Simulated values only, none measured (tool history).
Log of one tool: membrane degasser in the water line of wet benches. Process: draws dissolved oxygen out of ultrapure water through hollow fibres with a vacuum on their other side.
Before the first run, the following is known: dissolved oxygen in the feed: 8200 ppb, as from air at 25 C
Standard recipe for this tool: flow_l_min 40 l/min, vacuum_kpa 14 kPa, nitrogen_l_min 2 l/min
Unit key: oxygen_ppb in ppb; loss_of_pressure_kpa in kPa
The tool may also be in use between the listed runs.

run,hour,flow_l_min,vacuum_kpa,nitrogen_l_min,oxygen_ppb,loss_of_pressure_kpa
1,0,40,14,2,465.6,33.51
2,85.8,40,14,2,469.6,33.48
3,211.5,40,14,2,464.2,33.52
4,383.5,40,14,2,466.2,33.35
5,490.9,40,14,2,463,33.34
6,585.8,40,14,2,460.8,33.58
7,757.8,40,14,2,460.8,33.74
8,967.6,42,14,2,486,35.09
9,1059.4,42,14,2,489.2,35.3
10,1160.9,42,14,2,486.4,35.37
11,1345.6,38,14,2,444.5,31.82
12,1546.7,29,14,2,349.7,24.51
13,1656.9,40,14,1.38,623.4,33.99
14,1761.8,40,14,2,469.3,33.58
15,1964.6,40,14,2,461.7,33.98
16,2093.9,40,14,2,462.3,34.04
17,2223.5,37,25.2,3.02,594.9,31.15
18,2317.1,39,15.7,1.96,527.3,33.04
19,2460.5,40,11.4,1.05,605.8,34
20,2632.3,40,11.4,1.05,604.7,33.86
21,2719.3,36,11.4,1.05,552.2,30.72
22,2896.4,36,11.4,1.05,551.3,30.84
23,3059.6,37,32.6,3.06,756.8,31.6
# hour 3077.3: gauge calibrated
24,3164.6,37,9.6,1.91,275.6,30.75
25,3258.2,55,25.6,2.12,1141.6,46.04
26,3398.7,40,12.9,1.31,588.9,33.68
27,3582,40,17.6,2.42,519.5,33.6
28,3750.8,40,24.9,3.26,579.5,33.71
29,3906.8,40,23,3.26,539.9,33.51
30,4098.1,25,23,3.26,346.8,20.9
31,4194.5,25,29.8,3.26,464.4,20.97
32,4309.9,44,14.9,2.54,445.4,37.44

Branching from run 32: 3 alternative next runs. What would each branch give?
A,4436.4,40,31.8,2.66,?,?
B,4436.4,51,8.9,1.35,?,?
C,4436.4,50,14.9,2.54,?,?

run,oxygen_ppb,loss_of_pressure_kpa
A,887.4,33.81
B,440.8,43.21
C,504.5,42.56
With the hidden condition removed and each run's random variation left untouched, the same runs would have given:
run,oxygen_ppb,loss_of_pressure_kpa
A,886.9,33.35
B,440.3,42.63
C,504.1,41.98
